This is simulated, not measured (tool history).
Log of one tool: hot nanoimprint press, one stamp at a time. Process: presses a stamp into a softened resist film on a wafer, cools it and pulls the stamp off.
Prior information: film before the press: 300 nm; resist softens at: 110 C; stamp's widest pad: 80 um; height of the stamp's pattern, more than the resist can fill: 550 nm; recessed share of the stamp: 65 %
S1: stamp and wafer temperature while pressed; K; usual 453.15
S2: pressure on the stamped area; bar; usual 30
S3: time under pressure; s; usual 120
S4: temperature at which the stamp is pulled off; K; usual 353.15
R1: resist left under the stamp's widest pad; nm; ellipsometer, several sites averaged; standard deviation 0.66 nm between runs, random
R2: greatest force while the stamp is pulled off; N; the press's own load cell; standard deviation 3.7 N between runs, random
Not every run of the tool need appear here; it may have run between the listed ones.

| run | hour | S1 | S2 | S3 | S4 | R1 | R2 |
|---|---|---|---|---|---|---|---|
| 1 | 0 | 453.15 | 30 | 120 | 353.15 | 179.2 | 203 |
| 2 | 8.7 | 453.15 | 42 | 120 | 353.15 | 149.6 | 205 |
| 3 | 12.6 | 453.15 | 42 | 120 | 349.15 | 151.2 | 224 |
| 4 | 19.8 | 453.15 | 42 | 60 | 349.15 | 183.9 | 223 |
| 5 | 29.2 | 453.15 | 45.8 | 120 | 353.15 | 144.1 | 202 |
| 6 | 38.4 | 453.15 | 45.8 | 120 | 353.15 | 143.2 | 207 |
| 7 | 46 | 453.15 | 45.8 | 120 | 343.15 | 143.1 | 239 |
| 8 | 54.6 | 453.15 | 30 | 62 | 353.15 | 211.6 | 204 |
| 9 | 58.9 | 453.15 | 30 | 62 | 355.15 | 213.2 | 197 |
| 10 | 68.6 | 453.15 | 30 | 120 | 352.15 | 179.5 | 208 |
| 11 | 77.4 | 453.15 | 30 | 120 | 342.15 | 178.7 | 249 |
| 12 | 83.6 | 453.15 | 23.7 | 120 | 353.15 | 198.7 | 207 |
| 13 | 98.8 | 453.15 | 30 | 120 | 353.15 | 179.3 | 202 |
| 14 | 106.3 | 453.15 | 30 | 103 | 353.15 | 187.9 | 206 |
| 15 | 116.1 | 453.15 | 30 | 120 | 353.15 | 179.6 | 209 |
| 16 | 125.6 | 453.15 | 28.6 | 157 | 353.15 | 171.3 | 201 |
| 17 | 131.7 | 452.15 | 30 | 120 | 345.15 | 187.4 | 235 |
| 18 | 139.4 | 452.15 | 30 | 120 | 345.15 | 185.4 | 232 |
| 19 | 144.6 | 452.15 | 30 | 120 | 345.15 | 187.2 | 237 |
| 20 | 149.8 | 452.15 | 30 | 120 | 345.15 | 186 | 238 |
| 21 | 156.2 | 454.15 | 26.6 | 210 | 359.15 | 156.4 | 180 |
| 22 | 163.5 | 454.15 | 26.6 | 210 | 359.15 | 155.9 | 180 |
| 23 | 170 | 453.15 | 46 | 120 | 353.15 | 142.6 | 205 |
| 24 | 179.4 | 463.15 | 46 | 120 | 348.15 | 92.7 | 222 |
| 25 | 187.4 | 463.15 | 46 | 120 | 348.15 | 93 | 218 |
| 26 | 195.1 | 463.15 | 32.7 | 120 | 348.15 | 113.7 | 228 |
| 27 | 204.6 | 463.15 | 32.7 | 120 | 348.15 | 114.2 | 214 |
| 28 | 211.2 | 453.15 | 23.4 | 120 | 357.15 | 200.9 | 191 |
| 29 | 218.3 | 453.15 | 23.4 | 120 | 357.15 | 200.4 | 190 |
| 30 | 224.9 | 453.15 | 40.8 | 120 | 353.15 | 153.3 | 200 |

Taken out of this log: 1 entry between the listed runs. Where each belongs, and how the hidden state differs across it:
Between runs 12 and 13: stamp cleaned and given a new release coat (hour 93)
  grip of the stamp's worn release coat, % over a new coat's: 0.7 -> 0
